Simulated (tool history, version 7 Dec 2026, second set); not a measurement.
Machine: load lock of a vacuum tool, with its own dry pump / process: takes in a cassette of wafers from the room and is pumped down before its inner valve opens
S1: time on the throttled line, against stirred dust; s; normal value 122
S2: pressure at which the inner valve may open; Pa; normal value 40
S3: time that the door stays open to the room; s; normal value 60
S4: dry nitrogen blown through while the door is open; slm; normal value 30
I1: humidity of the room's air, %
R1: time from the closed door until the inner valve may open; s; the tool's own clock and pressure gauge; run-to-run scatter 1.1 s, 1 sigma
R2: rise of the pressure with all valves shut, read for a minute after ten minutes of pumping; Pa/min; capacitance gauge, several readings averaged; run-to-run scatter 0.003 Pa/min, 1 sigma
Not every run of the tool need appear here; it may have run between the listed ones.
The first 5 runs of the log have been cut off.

run 6 hour=2847.5 | S1=122 S2=40 S3=60 S4=30 | I1=45.6 | R1=191.6 R2=0.026
run 7 hour=3364.4 | S1=122 S2=40 S3=60 S4=30 | I1=45.6 | R1=191.5 R2=0.029
run 8 hour=3709 | S1=122 S2=40 S3=60 S4=14 | I1=43.7 | R1=190.5 R2=0.027
run 9 hour=4085.9 | S1=122 S2=40 S3=60 S4=30 | I1=43.3 | R1=191 R2=0.026
run 10 hour=4714.1 | S1=122 S2=40 S3=60 S4=30 | I1=46.6 | R1=189.7 R2=0.024
run 11 hour=5154.7 | S1=122 S2=40 S3=60 S4=30 | I1=45.6 | R1=189.1 R2=0.025
run 12 hour=5567.4 | S1=122 S2=61 S3=60 S4=30 | I1=46.6 | R1=186.7 R2=0.025
run 13 hour=6254.3 | S1=122 S2=61 S3=60 S4=30 | I1=43.7 | R1=186.8 R2=0.027
run 14 hour=6963 | S1=122 S2=38 S3=60 S4=30 | I1=43.9 | R1=193.5 R2=0.018
run 15 hour=7511.8 | S1=122 S2=40 S3=60 S4=30 | I1=44.5 | R1=191.5 R2=0.028
run 16 hour=8185.5 | S1=122 S2=40 S3=60 S4=30 | I1=44.2 | R1=191.3 R2=0.026
run 17 hour=8858.3 | S1=122 S2=40 S3=26 S4=30 | I1=43.4 | R1=193.3 R2=0.016
run 18 hour=9322.5 | S1=122 S2=40 S3=26 S4=30 | I1=42.3 | R1=189.4 R2=0.014
run 19 hour=9951.2 | S1=122 S2=40 S3=26 S4=30 | I1=46.8 | R1=191.9 R2=0.011
run 20 hour=10509.4 | S1=122 S2=73 S3=39 S4=36 | I1=42.2 | R1=183.3 R2=0.013
run 21 hour=10895.6 | S1=122 S2=73 S3=171 S4=21 | I1=41.9 | R1=181.2 R2=0.06
run 22 hour=11408.4 | S1=122 S2=65 S3=60 S4=30 | I1=45.3 | R1=184.6 R2=0.025
run 23 hour=12097.2 | S1=122 S2=65 S3=60 S4=30 | I1=47 | R1=184.6 R2=0.028

Run 24 is up next; what results do you expect?
run 24 hour=12694.6 | S1=122 S2=65 S3=60 S4=30 | I1=46.2 | R1=? R2=?

R1: 186.1 s
R2: 0.028 Pa/min
With the hidden condition absent and the run-to-run variation left alone, this run would have shown R1 186 s, R2 0.027 Pa/min.
